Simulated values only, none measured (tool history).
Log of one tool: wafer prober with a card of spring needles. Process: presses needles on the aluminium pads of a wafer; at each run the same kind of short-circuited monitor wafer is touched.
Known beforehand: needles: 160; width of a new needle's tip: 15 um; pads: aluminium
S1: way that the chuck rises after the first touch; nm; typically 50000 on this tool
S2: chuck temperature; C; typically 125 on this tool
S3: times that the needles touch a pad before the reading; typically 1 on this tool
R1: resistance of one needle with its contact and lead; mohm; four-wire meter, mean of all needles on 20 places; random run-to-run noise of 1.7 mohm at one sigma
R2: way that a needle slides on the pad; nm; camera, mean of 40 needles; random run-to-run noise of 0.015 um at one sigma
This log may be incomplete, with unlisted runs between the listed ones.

run 1 hour=0 | S1=50000 S2=125 S3=1 | R1=242 R2=6330
-- hour=4.6 tips cleaned on abrasive film
-- hour=19.1 tips cleaned on abrasive film
run 2 hour=28.9 | S1=50000 S2=125 S3=1 | R1=243 R2=6310
-- hour=33.7 tips cleaned on abrasive film
-- hour=49.7 tips cleaned on abrasive film
run 3 hour=60.6 | S1=50000 S2=125 S3=1 | R1=248 R2=6290
-- hour=64.7 tips cleaned on abrasive film
run 4 hour=74.9 | S1=50000 S2=125 S3=1 | R1=251 R2=6310
-- hour=79.4 tips cleaned on abrasive film
-- hour=94 tips cleaned on abrasive film
run 5 hour=105 | S1=50000 S2=125 S3=1 | R1=250 R2=6270
-- hour=107.5 tips cleaned on abrasive film
-- hour=121.3 tips cleaned on abrasive film
run 6 hour=123.4 | S1=50000 S2=30 S3=1 | R1=175 R2=6280
-- hour=135.5 tips cleaned on abrasive film
-- hour=150 tips cleaned on abrasive film
run 7 hour=152.6 | S1=64000 S2=125 S3=1 | R1=176 R2=8050
-- hour=163.3 tips cleaned on abrasive film
run 8 hour=169.6 | S1=64000 S2=125 S3=1 | R1=203 R2=8080
-- hour=179.2 tips cleaned on abrasive film
-- hour=193 tips cleaned on abrasive film
run 9 hour=195.7 | S1=64000 S2=125 S3=3 | R1=171 R2=8060
-- hour=206.4 tips cleaned on abrasive film
run 10 hour=215.5 | S1=64000 S2=125 S3=3 | R1=175 R2=8030
-- hour=221.2 tips cleaned on abrasive film
-- hour=229.1 height of the first contact set anew
-- hour=235.1 tips cleaned on abrasive film
run 11 hour=240.7 | S1=48000 S2=125 S3=1 | R1=224 R2=6150
-- hour=248.8 tips cleaned on abrasive film
run 12 hour=259.5 | S1=59000 S2=72 S3=2 | R1=192 R2=7540
-- hour=262.6 tips cleaned on abrasive film
-- hour=277.4 tips cleaned on abrasive film
run 13 hour=288.9 | S1=59000 S2=87 S3=1 | R1=223 R2=7520
-- hour=291.6 tips cleaned on abrasive film
-- hour=304.9 tips cleaned on abrasive film
run 14 hour=306.1 | S1=60000 S2=37 S3=1 | R1=163 R2=7660
-- hour=320.1 tips cleaned on abrasive film
run 15 hour=323.8 | S1=61000 S2=113 S3=2 | R1=182 R2=7740

Predict the results of run 16:
-- hour=334.9 tips cleaned on abrasive film
-- hour=348.8 tips cleaned on abrasive film
run 16 hour=356.6 | S1=33000 S2=121 S3=2 | R1=? R2=?

R1: 269 mohm
R2: 4160 nm
Without the tool's hidden state the same run would have given R1 174 mohm, R2 4210 nm.
